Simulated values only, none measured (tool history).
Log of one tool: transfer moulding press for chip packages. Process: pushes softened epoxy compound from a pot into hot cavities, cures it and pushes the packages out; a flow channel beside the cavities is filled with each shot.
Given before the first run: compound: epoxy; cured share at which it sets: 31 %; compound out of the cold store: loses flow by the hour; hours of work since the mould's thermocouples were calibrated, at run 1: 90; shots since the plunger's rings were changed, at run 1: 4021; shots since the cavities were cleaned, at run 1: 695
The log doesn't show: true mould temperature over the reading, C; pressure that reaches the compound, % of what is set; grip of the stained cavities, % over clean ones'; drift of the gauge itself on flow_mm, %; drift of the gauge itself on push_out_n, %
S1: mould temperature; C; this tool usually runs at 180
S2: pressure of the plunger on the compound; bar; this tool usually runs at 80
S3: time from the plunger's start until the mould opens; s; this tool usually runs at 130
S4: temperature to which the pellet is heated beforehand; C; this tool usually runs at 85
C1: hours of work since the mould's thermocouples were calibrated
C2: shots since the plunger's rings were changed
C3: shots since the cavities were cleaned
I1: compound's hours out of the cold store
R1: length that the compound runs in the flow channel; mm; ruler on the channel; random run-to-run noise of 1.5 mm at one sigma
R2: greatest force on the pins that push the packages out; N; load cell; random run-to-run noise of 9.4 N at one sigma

Run 1, day 0: usual settings; C1 90; C2 4021; C3 695; I1 31.3. Result: R1 792 mm, R2 659 N.
Run 2, day 0.242: usual settings; C1 93; C2 4059; C3 733; I1 15.5. Result: R1 843 mm, R2 696 N.
Run 3, day 0.467: usual settings; C1 95; C2 4094; C3 768; I1 13. Result: R1 853 mm, R2 739 N.
Run 4, day 0.717: usual settings; C1 97; C2 4133; C3 807; I1 35.2. Result: R1 782 mm, R2 696 N.
At day 0.971: cavities cleaned with cleaning compound and waxed.
Run 5, day 1.038: usual settings; C1 100; C2 4174; C3 10; I1 36.1. Result: R1 778 mm, R2 445 N.
Run 6, day 1.262: usual settings; C1 102; C2 4210; C3 46; I1 12.8. Result: R1 855 mm, R2 489 N.
Run 7, day 1.533: usual settings; C1 105; C2 4252; C3 88; I1 9. Result: R1 869 mm, R2 492 N.
Run 8, day 1.892: usual settings; C1 109; C2 4309; C3 145; I1 23.4. Result: R1 818 mm, R2 497 N.
Run 9, day 2.138: usual settings; C1 111; C2 4347; C3 183; I1 41.4. Result: R1 760 mm, R2 498 N.
Run 10, day 2.412: usual settings; C1 114; C2 4391; C3 227; I1 31.2. Result: R1 792 mm, R2 558 N.
At day 2.567: plunger's sealing rings changed.
Run 11, day 2.888: usual settings; C1 118; C2 51; C3 285; I1 24.8. Result: R1 838 mm, R2 584 N.
Run 12, day 3.121: usual settings; C1 120; C2 88; C3 322; I1 19.1. Result: R1 856 mm, R2 592 N.
Run 13, day 3.454: usual settings; C1 123; C2 140; C3 374; I1 8.9. Result: R1 893 mm, R2 617 N.
Run 14, day 3.646: usual settings; C1 125; C2 170; C3 404; I1 9.1. Result: R1 895 mm, R2 647 N.
Run 15, day 3.942: usual settings; C1 128; C2 217; C3 451; I1 32.8. Result: R1 810 mm, R2 650 N.
Run 16, day 4.354: usual settings; C1 133; C2 282; C3 516; I1 23.6. Result: R1 840 mm, R2 632 N.
Run 17, day 4.738: usual settings; C1 136; C2 342; C3 576; I1 45.2. Result: R1 771 mm, R2 632 N.
Run 18, day 4.958: usual settings but S1 179 C, S2 87.6 bar, S3 111 s, S4 83 C; C1 139; C2 377; C3 611; I1 13.2. Result: R1 921 mm, R2 1002 N.
Run 19, day 5.25: usual settings but S1 179 C, S3 111 s; C1 142; C2 422; C3 656; I1 23.2. Result: R1 847 mm, R2 1015 N.
Run 20, day 5.425: usual settings but S1 179 C, S3 111 s; C1 143; C2 450; C3 684; I1 45.9. Result: R1 773 mm, R2 952 N.
Run 21, day 5.638: usual settings but S1 179 C, S2 60.8 bar, S3 142 s; C1 145; C2 484; C3 718; I1 28.6. Result: R1 720 mm, R2 654 N.
Run 22, day 5.871: usual settings but S3 157 s; C1 148; C2 520; C3 754; I1 34.5. Result: R1 804 mm, R2 583 N.
Run 23, day 6.038: usual settings but S1 177 C, S3 148 s, S4 82 C; C1 149; C2 547; C3 781; I1 44.1. Result: R1 786 mm, R2 677 N.
Run 24, day 6.354: usual settings but S1 181 C; C1 153; C2 597; C3 831; I1 12.9. Result: R1 872 mm, R2 727 N.
At day 6.454: cavities cleaned with cleaning compound and waxed.
Run 25, day 6.667: usual settings but S1 178 C, S2 74.1 bar, S3 153 s; C1 155; C2 636; C3 34; I1 30.5. Result: R1 793 mm, R2 387 N.
Run 26, day 6.862: usual settings but S4 77 C; C1 157; C2 666; C3 64; I1 9.5. Result: R1 890 mm, R2 502 N.
Run 27, day 7.2: usual settings but S1 174 C, S3 149 s, S4 89 C; C1 161; C2 720; C3 118; I1 22.6. Result: R1 863 mm, R2 535 N.
Run 28, day 7.596: usual settings but S1 174 C, S3 149 s, S4 89 C; C1 165; C2 782; C3 180; I1 10.5. Result: R1 907 mm, R2 620 N.
Run 29, day 7.871: usual settings but S1 174 C, S2 66.3 bar, S3 134 s; C1 167; C2 826; C3 224; I1 32.3. Result: R1 758 mm, R2 713 N.

What if the next run were any one of these 4? Each begins from the tool's condition after run 29:
Run A, day 8.042: usual settings but S2 86.9 bar, S4 95 C; C1 169; C2 852; C3 250; I1 37.9. Result: R1 ?, R2 ?.
Run B, day 8.042: usual settings but S1 173 C, S2 98.6 bar, S3 146 s; C1 169; C2 852; C3 250; I1 20. Result: R1 ?, R2 ?.
Run C, day 8.042: usual settings but S1 173 C; C1 169; C2 852; C3 250; I1 17.5. Result: R1 ?, R2 ?.
Run D, day 8.042: usual settings but S1 183 C, S2 89.3 bar; C1 169; C2 852; C3 250; I1 47.6. Result: R1 ?, R2 ?.

run   R1   R2
  A  821  539
  B  978  660
  C  887  893
  D  793  475
Take away the tool's hidden state, keep each run's random variation, and the runs would have read:
run   R1   R2
  A  826  409
  B  984  495
  C  892  670
  D  798  361
